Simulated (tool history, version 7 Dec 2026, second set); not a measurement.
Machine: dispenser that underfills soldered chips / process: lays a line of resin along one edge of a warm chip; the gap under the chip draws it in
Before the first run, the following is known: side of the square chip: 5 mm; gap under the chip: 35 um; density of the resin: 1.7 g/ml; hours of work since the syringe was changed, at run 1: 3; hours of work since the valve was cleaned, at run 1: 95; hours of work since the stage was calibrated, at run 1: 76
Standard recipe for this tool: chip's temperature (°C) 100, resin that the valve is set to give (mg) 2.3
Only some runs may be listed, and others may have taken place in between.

| run | hour | chip's temperature (°C) | resin that the valve is set to give (mg) | hours of work since the syringe was changed | hours of work since the valve was cleaned | hours of work since the stage was calibrated | time until the resin shows at the far edge (s) | resin that the valve gave (mg) |
|---|---|---|---|---|---|---|---|---|
| 1 | 0 | 100 | 2.3 | 3 | 95 | 76 | 19 | 2.217 |
| 2 | 5.6 | 100 | 2.3 | 7 | 99 | 80 | 27.9 | 2.226 |
| 3 | 10.2 | 100 | 2.3 | 10 | 102 | 83 | 37.2 | 2.212 |
|  | 12.1 | new syringe of resin |
| 4 | 17.1 | 100 | 2.3 | 3 | 106 | 88 | 20.5 | 2.211 |
| 5 | 20.4 | 100 | 2.3 | 6 | 109 | 90 | 25.2 | 2.2 |
| 6 | 25.8 | 100 | 2.3 | 10 | 112 | 94 | 37.4 | 2.199 |
|  | 28 | new syringe of resin |
| 7 | 31.5 | 100 | 2.3 | 2 | 116 | 98 | 19.5 | 2.208 |
| 8 | 36.4 | 100 | 2.17 | 6 | 120 | 101 | 26.8 | 2.092 |
| 9 | 42.9 | 100 | 2.17 | 10 | 124 | 106 | 40.4 | 2.066 |
|  | 44 | new syringe of resin |
|  | 49 | dispensing valve cleaned and set on the balance |
| 10 | 50.5 | 100 | 2.17 | 4 | 1 | 110 | 22 | 2.186 |
| 11 | 55 | 100 | 2.17 | 7 | 4 | 113 | 29.1 | 2.166 |
|  | 61 | new syringe of resin |
| 12 | 61 | 100 | 2.3 | 0 | 8 | 117 | 15.9 | 2.313 |
| 13 | 65.1 | 111 | 2.3 | 3 | 11 | 120 | 14.2 | 2.301 |
| 14 | 70.8 | 100 | 2.3 | 7 | 15 | 124 | 30 | 2.286 |
| 15 | 75.7 | 100 | 2.3 | 10 | 19 | 127 | 40.6 | 2.273 |
|  | 77 | new syringe of resin |
| 16 | 80.7 | 100 | 2.3 | 3 | 22 | 131 | 19.9 | 2.286 |
| 17 | 84.2 | 100 | 2.3 | 5 | 24 | 133 | 24.4 | 2.286 |
| 18 | 90.2 | 100 | 2.3 | 9 | 28 | 137 | 35.8 | 2.276 |
|  | 93.1 | new syringe of resin |
| 19 | 93.7 | 106 | 2.35 | 0 | 31 | 140 | 13.1 | 2.32 |
| 20 | 97.9 | 106 | 2.35 | 3 | 34 | 143 | 17.6 | 2.326 |
| 21 | 102.7 | 89 | 2.59 | 7 | 37 | 146 | 41 | 2.576 |
| 22 | 106.6 | 99 | 2.3 | 9 | 40 | 149 | 38.2 | 2.272 |
|  | 108.9 | new syringe of resin |
| 23 | 112 | 114 | 2.48 | 2 | 43 | 152 | 12.5 | 2.43 |
| 24 | 118.1 | 111 | 2.31 | 6 | 47 | 156 | 19.1 | 2.262 |
| 25 | 123.8 | 110 | 2.92 | 10 | 51 | 160 | 27.6 | 2.858 |
|  | 124.9 | new syringe of resin |
| 26 | 130.5 | 89 | 2.1 | 4 | 56 | 165 | 32.7 | 2.042 |
| 27 | 136.1 | 89 | 2.1 | 8 | 60 | 169 | 46.3 | 2.053 |
|  | 141.1 | new syringe of resin |
| 28 | 141.8 | 90 | 2.3 | 1 | 64 | 173 | 23 | 2.255 |
| 29 | 146.1 | 86 | 2.25 | 4 | 67 | 176 | 34.8 | 2.187 |
| 30 | 149.6 | 86 | 2.25 | 6 | 69 | 178 | 43.6 | 2.193 |
| 31 | 153.6 | 85 | 2.3 | 9 | 72 | 181 | 58 | 2.243 |
|  | 157.3 | new syringe of resin |
| 32 | 157.7 | 93 | 2.52 | 0 | 75 | 183 | 20.3 | 2.456 |
| 33 | 160.5 | 106 | 2.3 | 2 | 76 | 185 | 15.8 | 2.243 |
| 34 | 166.4 | 100 | 2.94 | 6 | 81 | 190 | 26.9 | 2.857 |
| 35 | 169.5 | 91 | 2.11 | 9 | 83 | 192 | 46.3 | 2.054 |

Each row is a separate what-if for the run after 35, all from the same tool condition, not one after another. Results?
|  | 173 | new syringe of resin |
| A | 173.8 | 90 | 2.87 | 1 | 86 | 195 | ? | ? |
|  | 173 | new syringe of resin |
| B | 173.8 | 96 | 2.41 | 1 | 86 | 195 | ? | ? |
|  | 173 | new syringe of resin |
| C | 173.8 | 88 | 2.3 | 1 | 86 | 195 | ? | ? |

| run | time until the resin shows at the far edge (s) | resin that the valve gave (mg) |
|---|---|---|
| A | 22.5 | 2.791 |
| B | 18.7 | 2.316 |
| C | 25.1 | 2.223 |
Without the tool's hidden state the same runs would have given:
| run | time until the resin shows at the far edge (s) | resin that the valve gave (mg) |
|---|---|---|
| A | 20.9 | 2.883 |
| B | 17.4 | 2.393 |
| C | 23.3 | 2.297 |
